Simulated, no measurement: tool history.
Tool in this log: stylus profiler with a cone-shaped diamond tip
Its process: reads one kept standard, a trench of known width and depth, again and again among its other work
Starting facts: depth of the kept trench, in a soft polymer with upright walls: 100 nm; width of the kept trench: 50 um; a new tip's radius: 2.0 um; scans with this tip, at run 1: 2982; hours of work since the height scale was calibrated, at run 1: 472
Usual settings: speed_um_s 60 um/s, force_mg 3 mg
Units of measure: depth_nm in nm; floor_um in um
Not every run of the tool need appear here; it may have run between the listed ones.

run   hour  speed_um_s  force_mg  scans with this tip  hours of work since the height scale was calibrated  depth_nm  floor_um
  1      0          60         3                 2982                                                  472    101.59     48.43
  2   20.3          60      2.51                 3056                                                  484    101.39     48.49
  3   35.4          60      2.51                 3111                                                  492    101.39     48.49
  4   47.2          40         3                 3153                                                  499    101.59     48.51
  5   66.1          40         3                 3222                                                  510    101.58      48.5
  6   85.1          60      1.99                 3291                                                  521     101.2     48.45
  7   98.9          60      2.78                 3341                                                  529    101.51     48.47
  8  108.3          60      2.78                 3375                                                  534     101.5     48.46
  9  120.4          60      2.78                 3419                                                  541     101.5     48.44
 10    130          60      2.78                 3454                                                  547    101.48     48.48
 11  143.7          60      2.78                 3504                                                  555     101.5     48.44
 12  164.2          60      2.78                 3578                                                  566    101.47     48.47
 13  173.8          60      2.78                 3613                                                  572     101.5     48.49
 14  188.9          60      2.78                 3668                                                  581     101.5     48.47
 15  201.5         109      2.78                 3713                                                  588    101.48     48.29
 16    220          60         3                 3780                                                  598    101.57     48.42
 17  231.9         114         3                 3824                                                  605    101.58     48.33
 18  245.7         114         3                 3874                                                  613    101.56     48.36
 19  257.2          60         3                 3916                                                  620    101.57     48.42
 20  275.9          60         3                 3983                                                  631    101.58     48.44
 21  292.3          60         3                 4043                                                  640    101.55     48.47
 22  314.1          60      2.45                 4122                                                  653    101.37      48.4
 23  335.5          60      2.45                 4200                                                  665    101.35     48.37
 24  356.3          60      2.28                 4275                                                  677    101.27     48.36
 25  376.8          60      7.62                 4349                                                  688    103.02     48.46
 26  397.2          69       3.4                 4423                                                  700    101.68      48.4
 27  410.6          60      1.11                 4472                                                  708    100.75     48.35
 28  420.7          60      1.11                 4509                                                  714    100.76     48.28
 29  435.8          60      1.11                 4564                                                  722    100.74     48.31
 30  451.8          60      1.11                 4622                                                  732    100.74     48.32
 31  463.2          60      1.11                 4663                                                  738    100.74     48.36
 32  475.4          60      1.11                 4707                                                  745    100.75     48.34
 33    493          60      1.11                 4771                                                  755    100.73     48.32
 34  505.6          60      1.11                 4817                                                  763    100.77     48.34
 35  515.9          89       5.1                 4854                                                  768    102.27     48.35
 36  528.4          89       5.1                 4900                                                  776    102.25      48.4
 37  544.5         135      4.73                 4958                                                  785    102.15      48.3
 38  560.9         129      4.73                 5018                                                  794    102.13     48.26
 39  581.3         129      4.73                 5092                                                  806    102.14     48.32
 40  599.3         129      4.73                 5157                                                  816    102.13     48.32
 41  617.5         129      4.73                 5223                                                  827    102.14     48.27
 42  631.1          42      4.15                 5272                                                  835    101.96     48.41
 43  645.8          42      4.15                 5326                                                  843    101.94     48.37
 44  662.9         101         3                 5388                                                  853    101.54     48.24
 45  681.3         162      6.67                 5455                                                  863     102.7     48.23
 46  694.6          60      6.65                 5503                                                  871    102.68     48.38
 47  716.9          41      6.65                 5584                                                  884    102.68     48.45
 48  726.7         185      6.09                 5619                                                  890    102.51     48.19

Hidden state or all else? Some run-to-run changes of depth_nm, split into what the settings, what came in and random variation would give without the hidden state, and what is left for the hidden state (with any gauge scatter that isn't in both results):
The hidden state here: radius of the tip, um; height scale over the true one, %; drift of the gauge itself on depth_nm, %; drift of the gauge itself on floor_um, %.
Run 8 -> 9: settings left as they were, no log entry in between. depth_nm +0 nm: hidden state -0.01, all else +0.01.
Run 12 -> 13: settings left as they were, no log entry in between. depth_nm +0.03 nm: hidden state -0.01, all else +0.04.
Run 13 -> 14: settings left as they were, no log entry in between. depth_nm +0 nm: hidden state +0.01, all else -0.01.
Run 24 -> 25: force_mg 2.28 -> 7.62. depth_nm +1.75 nm: hidden state +0, all else +1.75.
Run 25 -> 26: speed_um_s 60 -> 69, force_mg 7.62 -> 3.4. depth_nm -1.34 nm: hidden state +0, all else -1.34.
Run 34 -> 35: speed_um_s 60 -> 89, force_mg 1.11 -> 5.1. depth_nm +1.5 nm: hidden state -0.01, all else +1.51.
